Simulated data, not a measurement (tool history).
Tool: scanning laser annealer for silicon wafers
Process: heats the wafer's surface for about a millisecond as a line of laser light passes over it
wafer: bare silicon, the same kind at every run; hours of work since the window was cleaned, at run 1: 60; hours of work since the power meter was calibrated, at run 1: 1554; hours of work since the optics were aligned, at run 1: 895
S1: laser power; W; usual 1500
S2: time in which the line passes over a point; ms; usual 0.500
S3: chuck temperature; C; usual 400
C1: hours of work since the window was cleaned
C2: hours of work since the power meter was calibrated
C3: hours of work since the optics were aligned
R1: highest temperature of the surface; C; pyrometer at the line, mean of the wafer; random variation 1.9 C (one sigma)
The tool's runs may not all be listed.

run    hour    S1     S2   S3   C1    C2    C3    R1
  1     0.0  1500  0.500  400   60  1554   895  1155
  2    67.9  1500  0.500  400  114  1608   949  1150
  3   115.3  1500  0.500  400  151  1645   987  1150
  4   202.1  1500  0.500  400  220  1714  1055  1142
  5   292.4  1500  0.500  400  291  1785  1126  1136
      331.6  -- optics aligned, line set to its width
  6   341.7  1500  0.500  400  326  1820     8  1146
  7   397.0  1500  0.384  400  370  1864    52  1062
  8   457.4  1500  0.384  400  417  1912    99  1056
  9   535.6  1500  0.384  400  479  1973   161  1052
      581.4  -- window over the wafer cleaned
 10   626.5  1500  0.500  400   36  2044   231  1163
 11   682.3  1437  0.500  400   80  2088   275  1118
 12   757.4  1500  0.500  416  139  2147   335  1173
 13   802.2  1500  0.500  416  174  2182   370  1168
 14   895.6  1500  0.500  416  248  2256   444  1161
 15   945.1  1500  0.500  416  287  2295   483  1157
 16  1012.3  1500  0.500  439  340  2348   536  1178
 17  1073.3  1500  0.500  439  389  2396   584  1175
 18  1148.2  1500  0.601  436  448  2456   643  1227
     1228.2  -- window over the wafer cleaned
 19  1228.2  1343  0.430  417    0  2517   705  1037
 20  1277.8  1343  0.395  417   39  2556   744  1012
 21  1321.7  1343  0.395  417   74  2591   779  1009
 22  1365.3  1402  0.437  400  108  2626   813  1052
 23  1443.0  1642  0.505  416  170  2687   875  1255
 24  1522.7  1642  0.505  416  233  2750   938  1250
 25  1606.0  1346  0.536  400  298  2816  1003  1062
 26  1685.3  1500  0.568  392  361  2878  1066  1165
 27  1747.0  1633  0.500  430  410  2927  1115  1235
     1798.6  -- optics aligned, line set to its width
 28  1798.6  1633  0.500  430  447  2964     0  1248
     1878.2  -- window over the wafer cleaned
 29  1883.3  1633  0.500  430    4  3029    65  1283
 30  1926.6  1519  0.500  416   38  3063   100  1189
 31  2001.9  1519  0.500  380   98  3123   159  1147
 32  2094.5  1519  0.360  433  171  3196   232  1094
 33  2187.2  1519  0.360  433  244  3269   305  1086

Forecast run 34:
 34  2252.5  1519  0.360  433  296  3321  357   ?

R1: 1082 C
Without the tool's hidden state the same run would have given R1 1114 C.
